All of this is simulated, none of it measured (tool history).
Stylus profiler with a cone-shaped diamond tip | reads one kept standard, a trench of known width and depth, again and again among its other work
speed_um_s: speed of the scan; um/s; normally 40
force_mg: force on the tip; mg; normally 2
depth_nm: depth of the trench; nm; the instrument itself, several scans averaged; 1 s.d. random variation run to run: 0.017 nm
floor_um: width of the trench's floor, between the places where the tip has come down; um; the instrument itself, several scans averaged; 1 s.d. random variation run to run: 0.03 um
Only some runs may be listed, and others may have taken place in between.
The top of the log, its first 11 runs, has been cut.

run,hour,speed_um_s,force_mg,depth_nm,floor_um
12,341.1,40,4.53,101.34,17.94
13,371.2,40,4.53,101.33,17.97
14,388.6,40,4.53,101.3,17.96
15,416,12,4.53,101.31,18.02
16,437.5,40,2,100.76,17.94
17,474,40,2,100.73,17.92
18,491.3,40,2,100.75,17.94
19,520,15,2,100.75,18
20,538.9,15,1.28,100.59,17.99
21,561.7,38,1.36,100.58,17.94
22,600.8,38,1.73,100.71,17.93
23,634.2,38,1.73,100.69,17.92

Run 24 has not been measured yet. What should we expect?
24,654.6,38,1.73,?,?

depth_nm: 100.7 nm
floor_um: 17.92 um
Without the tool's hidden state the same run would have given depth_nm 100.7 nm, floor_um 17.93 um.

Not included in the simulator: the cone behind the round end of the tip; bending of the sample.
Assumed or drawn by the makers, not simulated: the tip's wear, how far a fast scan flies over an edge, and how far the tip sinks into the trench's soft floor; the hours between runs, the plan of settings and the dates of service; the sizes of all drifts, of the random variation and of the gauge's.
